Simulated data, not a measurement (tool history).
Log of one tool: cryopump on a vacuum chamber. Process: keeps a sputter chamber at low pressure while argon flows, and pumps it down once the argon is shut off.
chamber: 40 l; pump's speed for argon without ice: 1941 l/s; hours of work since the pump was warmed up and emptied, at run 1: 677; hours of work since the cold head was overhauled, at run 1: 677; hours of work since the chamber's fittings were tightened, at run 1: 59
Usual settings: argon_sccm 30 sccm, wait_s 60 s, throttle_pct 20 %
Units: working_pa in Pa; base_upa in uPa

run	hour	argon_sccm	wait_s	throttle_pct	hours of work since the pump was warmed up and emptied	hours of work since the cold head was overhauled	hours of work since the chamber's fittings were tightened	working_pa	base_upa
1	0.0	30	60	20	677	677	59	0.1384	1.29
2	35.9	30	197	20	693	693	75	0.1368	0.61
3	101.8	30	197	20	722	722	104	0.1369	0.56
4	162.8	30	197	20	749	749	131	0.1381	0.60
5	194.0	30	60	20	763	763	145	0.1389	1.39
6	231.8	30	60	19	780	780	162	0.1462	1.42
7	303.3	20	60	20	812	812	193	0.0934	1.41
8	347.9	20	60	20	832	832	213	0.0933	1.37
9	383.5	20	60	20	848	848	229	0.0933	1.38
10	455.2	20	60	20	879	879	261	0.0923	1.39
11	499.7	20	77	40	899	899	281	0.0500	1.20
12	570.4	20	77	40	931	931	312	0.0500	1.24
13	601.4	15	110	16	944	944	326	0.0869	0.96
# hour 633.9: pump warmed up, emptied and cooled again
14	672.5	40	226	32	17	974	356	0.1105	0.60
15	719.4	40	226	32	38	995	376	0.1088	0.64
16	781.5	30	242	53	66	1022	404	0.0495	0.56
17	846.8	30	242	53	95	1051	433	0.0492	0.60

The next listed run, before its measurement:
18	883.6	30	242	53	111	1068	449	?	?

Run 18 gave working_pa 0.0503 Pa, base_upa 0.62 uPa.
Without the tool's hidden state the same run would have given working_pa 0.0491 Pa, base_upa 0.45 uPa.
